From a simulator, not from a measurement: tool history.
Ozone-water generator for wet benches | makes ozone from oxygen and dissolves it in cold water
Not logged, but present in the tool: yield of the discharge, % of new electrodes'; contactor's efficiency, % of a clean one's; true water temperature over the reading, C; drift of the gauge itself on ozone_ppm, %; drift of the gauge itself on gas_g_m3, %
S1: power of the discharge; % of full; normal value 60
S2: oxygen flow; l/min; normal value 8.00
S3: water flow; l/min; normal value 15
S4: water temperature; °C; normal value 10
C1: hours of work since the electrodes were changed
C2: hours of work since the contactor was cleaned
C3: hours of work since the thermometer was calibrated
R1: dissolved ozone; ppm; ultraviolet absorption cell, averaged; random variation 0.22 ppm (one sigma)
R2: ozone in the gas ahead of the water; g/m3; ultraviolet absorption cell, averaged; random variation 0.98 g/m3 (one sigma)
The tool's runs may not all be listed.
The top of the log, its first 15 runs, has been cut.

run    hour  S1     S2  S3  S4    C1    C2    C3    R1     R2
 16   659.2  60   8.00  15  10  2919  6410  4823  33.4  167.8
 17   696.1  60   8.00  15  10  2953  6443  4857  32.8  167.9
 18   726.6  60   8.00  15  10  2981  6471  4885  33.3  167.9
 19   754.7  60  10.52  20  10  3007  6497  4911  28.2  145.4
 20   819.5  60  10.52  20  10  3066  6556  4970  27.9  145.6
 21   880.5  60   4.22  18   8  3122  6612  5026  29.1  228.2
 22   924.3  86   8.00  19  10  3162  6652  5066  37.9  216.9
 23   969.0  86   8.00  19  10  3203  6693  5106  37.9  216.3
     1015.0  -- water thermometer calibrated
 24  1015.0  60   8.00  20  10  3244  6735     0  28.0  165.0
 25  1063.2  47   4.67  10   6  3288  6779    44  37.4  179.4
 26  1116.0  60   8.63  11  12  3336  6827    92  37.3  160.0
 27  1171.8  60   8.63  17   5  3388  6878   143  33.2  159.8
 28  1201.6  60   8.63  17   5  3415  6905   171  33.4  158.8
 29  1232.0  60   8.00  11   6  3443  6933   198  41.9  164.9
 30  1258.8  60  12.52  18  13  3467  6957   223  27.2  132.6
     1273.2  -- gauge calibrated
 31  1318.1  70   9.52  21   7  3521  7012   277  32.1  175.9
 32  1383.2  70  12.31  19   5  3581  7071   337  34.7  155.0

Alternative continuations, all from the tool just after run 32; predict every row:
  A  1421.5  60  8.00  15   9  3616  7106  372   ?   ?
  B  1421.5  42  4.74  15  16  3616  7106  372   ?   ?
  C  1421.5  70  9.06  24   7  3616  7106  372   ?   ?
  D  1421.5  70  5.21  19  11  3616  7106  372   ?   ?

run    R1     R2
  A  33.5  169.7
  B  22.5  165.0
  C  29.1  177.4
  D  30.9  231.6
What these runs would have given with no unlogged condition in the tool:
run    R1     R2
  A  33.5  170.4
  B  22.5  165.7
  C  29.1  178.1
  D  30.9  232.5
